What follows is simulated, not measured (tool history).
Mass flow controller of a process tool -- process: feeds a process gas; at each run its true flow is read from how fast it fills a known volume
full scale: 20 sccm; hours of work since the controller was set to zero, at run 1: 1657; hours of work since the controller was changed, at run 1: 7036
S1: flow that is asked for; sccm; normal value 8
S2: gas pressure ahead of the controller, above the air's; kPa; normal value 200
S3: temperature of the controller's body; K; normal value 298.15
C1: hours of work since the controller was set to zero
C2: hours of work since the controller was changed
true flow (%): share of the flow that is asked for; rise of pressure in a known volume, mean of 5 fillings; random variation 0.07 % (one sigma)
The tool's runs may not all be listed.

{"run": 1, "day": 0.0, "S1": 8, "S2": 200, "S3": 298.15, "C1": 1657, "C2": 7036, "true flow (%)": 100.37}
{"run": 2, "day": 13.55, "S1": 8, "S2": 200, "S3": 298.15, "C1": 1853, "C2": 7232, "true flow (%)": 100.36}
{"run": 3, "day": 34.379, "S1": 8, "S2": 200, "S3": 298.15, "C1": 2155, "C2": 7534, "true flow (%)": 100.52}
{"run": 4, "day": 55.338, "S1": 8, "S2": 200, "S3": 298.15, "C1": 2459, "C2": 7838, "true flow (%)": 100.73}
{"run": 5, "day": 67.242, "S1": 8, "S2": 200, "S3": 298.15, "C1": 2631, "C2": 8010, "true flow (%)": 100.79}
{"run": 6, "day": 85.879, "S1": 8, "S2": 200, "S3": 298.15, "C1": 2901, "C2": 8280, "true flow (%)": 100.7}
{"run": 7, "day": 98.658, "S1": 8, "S2": 200, "S3": 298.15, "C1": 3086, "C2": 8465, "true flow (%)": 101.05}
{"run": 8, "day": 114.671, "S1": 8, "S2": 200, "S3": 298.15, "C1": 3318, "C2": 8697, "true flow (%)": 101.18}
{"run": 9, "day": 132.458, "S1": 8, "S2": 200, "S3": 298.15, "C1": 3576, "C2": 8955, "true flow (%)": 101.16}
{"run": 10, "day": 149.404, "S1": 8, "S2": 200, "S3": 298.15, "C1": 3821, "C2": 9200, "true flow (%)": 101.28}
{"run": 11, "day": 171.062, "S1": 2, "S2": 200, "S3": 298.15, "C1": 4135, "C2": 9514, "true flow (%)": 105.94}
{"run": 12, "day": 189.121, "S1": 2, "S2": 200, "S3": 298.15, "C1": 4396, "C2": 9775, "true flow (%)": 106.36}
{"run": 13, "day": 208.95, "S1": 2, "S2": 200, "S3": 311.15, "C1": 4684, "C2": 10062, "true flow (%)": 106.19}
{"run": 14, "day": 223.65, "S1": 2, "S2": 200, "S3": 311.15, "C1": 4896, "C2": 10275, "true flow (%)": 106.53}
{"run": 15, "day": 237.538, "S1": 4, "S2": 274, "S3": 294.15, "C1": 5098, "C2": 10477, "true flow (%)": 104.33}
{"day": 245.7, "done": "controller's zero set anew"}
{"run": 16, "day": 255.404, "S1": 8, "S2": 175, "S3": 294.15, "C1": 141, "C2": 10735, "true flow (%)": 100.12}
{"run": 17, "day": 276.054, "S1": 8, "S2": 175, "S3": 294.15, "C1": 440, "C2": 11034, "true flow (%)": 100.36}
{"run": 18, "day": 296.704, "S1": 9, "S2": 175, "S3": 304.15, "C1": 739, "C2": 11333, "true flow (%)": 100.03}
{"run": 19, "day": 314.338, "S1": 16, "S2": 200, "S3": 298.15, "C1": 994, "C2": 11589, "true flow (%)": 101.14}
{"run": 20, "day": 335.442, "S1": 2, "S2": 250, "S3": 300.15, "C1": 1300, "C2": 11894, "true flow (%)": 102.11}
{"run": 21, "day": 356.833, "S1": 2, "S2": 250, "S3": 300.15, "C1": 1610, "C2": 12204, "true flow (%)": 102.57}
{"run": 22, "day": 371.638, "S1": 11, "S2": 200, "S3": 309.15, "C1": 1824, "C2": 12419, "true flow (%)": 100.34}
{"run": 23, "day": 387.096, "S1": 11, "S2": 143, "S3": 294.15, "C1": 2048, "C2": 12643, "true flow (%)": 101.03}
{"run": 24, "day": 408.379, "S1": 11, "S2": 143, "S3": 294.15, "C1": 2356, "C2": 12951, "true flow (%)": 101.23}
{"run": 25, "day": 424.546, "S1": 11, "S2": 143, "S3": 294.15, "C1": 2591, "C2": 13185, "true flow (%)": 101.37}
{"run": 26, "day": 443.962, "S1": 5, "S2": 143, "S3": 296.15, "C1": 2872, "C2": 13466, "true flow (%)": 101.81}
{"run": 27, "day": 459.496, "S1": 5, "S2": 143, "S3": 296.15, "C1": 3097, "C2": 13691, "true flow (%)": 101.8}

Branching from run 27: 4 alternative next runs. What would each branch give?
{"run": "A", "day": 475.6, "S1": 5, "S2": 211, "S3": 296.15, "C1": 3330, "C2": 13924, "true flow (%)": "?"}
{"run": "B", "day": 475.6, "S1": 5, "S2": 143, "S3": 295.15, "C1": 3330, "C2": 13924, "true flow (%)": "?"}
{"run": "C", "day": 475.6, "S1": 5, "S2": 200, "S3": 298.15, "C1": 3330, "C2": 13924, "true flow (%)": "?"}
{"run": "D", "day": 475.6, "S1": 5, "S2": 164, "S3": 298.15, "C1": 3330, "C2": 13924, "true flow (%)": "?"}

run=A true_flow_(%)=102.33
run=B true_flow_(%)=102.05
run=C true_flow_(%)=102.18
run=D true_flow_(%)=102.18
With the hidden condition removed and each run's random variation left untouched, the same runs would have given:
run=A true_flow_(%)=98.61
run=B true_flow_(%)=98.33
run=C true_flow_(%)=98.46
run=D true_flow_(%)=98.45
